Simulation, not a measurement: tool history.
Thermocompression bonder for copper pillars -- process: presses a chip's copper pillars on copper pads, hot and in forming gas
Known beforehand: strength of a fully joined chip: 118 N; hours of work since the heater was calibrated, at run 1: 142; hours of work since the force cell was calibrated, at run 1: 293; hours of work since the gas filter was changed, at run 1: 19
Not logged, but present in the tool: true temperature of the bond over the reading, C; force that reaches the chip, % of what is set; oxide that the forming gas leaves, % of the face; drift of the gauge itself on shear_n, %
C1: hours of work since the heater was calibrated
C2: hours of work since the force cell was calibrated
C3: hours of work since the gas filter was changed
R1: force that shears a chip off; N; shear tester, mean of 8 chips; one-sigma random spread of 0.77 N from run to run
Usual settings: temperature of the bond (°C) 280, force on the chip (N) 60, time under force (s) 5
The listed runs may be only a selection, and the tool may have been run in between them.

Run 1, hour 0: usual settings; C1 142; C2 293; C3 19. Result: R1 72.1 N.
Run 2, hour 61.3: usual settings; C1 185; C2 335; C3 61. Result: R1 70.3 N.
Run 3, hour 107.3: usual settings but time under force (s) 12; C1 216; C2 367; C3 93. Result: R1 88.1 N.
Run 4, hour 139: usual settings but time under force (s) 12; C1 238; C2 389; C3 115. Result: R1 86 N.
At hour 152.6: forming gas filter changed.
Run 5, hour 171: usual settings but time under force (s) 12; C1 260; C2 411; C3 13. Result: R1 92.9 N.
Run 6, hour 211.3: usual settings; C1 288; C2 439; C3 41. Result: R1 71.3 N.
Run 7, hour 250.2: usual settings but force on the chip (N) 45; C1 315; C2 466; C3 68. Result: R1 55.6 N.
Run 8, hour 302.4: usual settings but force on the chip (N) 45; C1 351; C2 502; C3 104. Result: R1 55.1 N.
At hour 331.8: forming gas filter changed.
Run 9, hour 333.6: usual settings but force on the chip (N) 45; C1 373; C2 523; C3 1. Result: R1 57.8 N.
Run 10, hour 359.5: usual settings but force on the chip (N) 45; C1 391; C2 541; C3 19. Result: R1 57 N.
Run 11, hour 413.3: usual settings but temperature of the bond (°C) 277, force on the chip (N) 45; C1 428; C2 579; C3 57. Result: R1 54.4 N.
Run 12, hour 440: usual settings but temperature of the bond (°C) 277, force on the chip (N) 45; C1 447; C2 597; C3 75. Result: R1 53.6 N.
Run 13, hour 479.8: usual settings but temperature of the bond (°C) 277, force on the chip (N) 45; C1 474; C2 625; C3 103. Result: R1 52.5 N.
At hour 512: forming gas filter changed.
Run 14, hour 526.8: usual settings; C1 506; C2 657; C3 10. Result: R1 73.4 N.
At hour 536: heater calibrated with a thermocouple chip.
Run 15, hour 559: usual settings but temperature of the bond (°C) 254; C1 16; C2 678; C3 31. Result: R1 46 N.
Run 16, hour 614.8: usual settings but temperature of the bond (°C) 296, force on the chip (N) 49, time under force (s) 6; C1 55; C2 717; C3 70. Result: R1 73.2 N.
Run 17, hour 642.2: usual settings but temperature of the bond (°C) 296, force on the chip (N) 49, time under force (s) 6; C1 74; C2 736; C3 89. Result: R1 72.6 N.
Run 18, hour 689.6: usual settings but temperature of the bond (°C) 279, force on the chip (N) 51, time under force (s) 6; C1 107; C2 769; C3 122. Result: R1 61.1 N.
At hour 695.3: forming gas filter changed.
Run 19, hour 722.5: usual settings; C1 129; C2 791; C3 19. Result: R1 68 N.
Run 20, hour 784.2: usual settings but temperature of the bond (°C) 277, time under force (s) 8; C1 172; C2 834; C3 62. Result: R1 74.4 N.
Run 21, hour 824: usual settings but temperature of the bond (°C) 301, force on the chip (N) 63; C1 199; C2 861; C3 89. Result: R1 86.8 N.
Run 22, hour 871.4: usual settings but force on the chip (N) 36, time under force (s) 12; C1 232; C2 894; C3 122. Result: R1 58.4 N.
At hour 874.8: forming gas filter changed.
Run 23, hour 909.4: usual settings but force on the chip (N) 36, time under force (s) 12; C1 258; C2 920; C3 24. Result: R1 60.2 N.
Run 24, hour 970.6: usual settings but temperature of the bond (°C) 275, time under force (s) 8; C1 301; C2 963; C3 66. Result: R1 73 N.
Run 25, hour 1032.2: usual settings but temperature of the bond (°C) 260, force on the chip (N) 69, time under force (s) 8; C1 344; C2 1005; C3 109. Result: R1 67.5 N.
At hour 1054.8: forming gas filter changed.
Run 26, hour 1075.1: usual settings but temperature of the bond (°C) 285, time under force (s) 11; C1 373; C2 1035; C3 14. Result: R1 93.5 N.
Run 27, hour 1136.6: usual settings but temperature of the bond (°C) 293, time under force (s) 11; C1 416; C2 1078; C3 57. Result: R1 95.8 N.
Run 28, hour 1187.5: usual settings but temperature of the bond (°C) 293, time under force (s) 3; C1 451; C2 1113; C3 92. Result: R1 68.4 N.
At hour 1237: forming gas filter changed.
Run 29, hour 1247.3: usual settings but temperature of the bond (°C) 293, force on the chip (N) 66, time under force (s) 3; C1 492; C2 1154; C3 7. Result: R1 77.5 N.
At hour 1279.4: heater calibrated with a thermocouple chip.
Run 30, hour 1294.3: usual settings but temperature of the bond (°C) 292, force on the chip (N) 90, time under force (s) 6; C1 10; C2 1185; C3 38. Result: R1 101.2 N.

3 options for the next run, each taken on its own from the tool as it stands now. Forecast them:
Run A, hour 1344.8: usual settings but temperature of the bond (°C) 271; C1 45; C2 1220; C3 73. Result: R1 ?.
Run B, hour 1344.8: usual settings but temperature of the bond (°C) 278, force on the chip (N) 65, time under force (s) 8; C1 45; C2 1220; C3 73. Result: R1 ?.
Run C, hour 1344.8: usual settings but temperature of the bond (°C) 257, force on the chip (N) 47; C1 45; C2 1220; C3 73. Result: R1 ?.

run    R1
  A  57.6
  B  78.8
  C  36.6
Without the tool's unlogged condition, the same runs would have read:
run    R1
  A  62.9
  B    85
  C  40.3
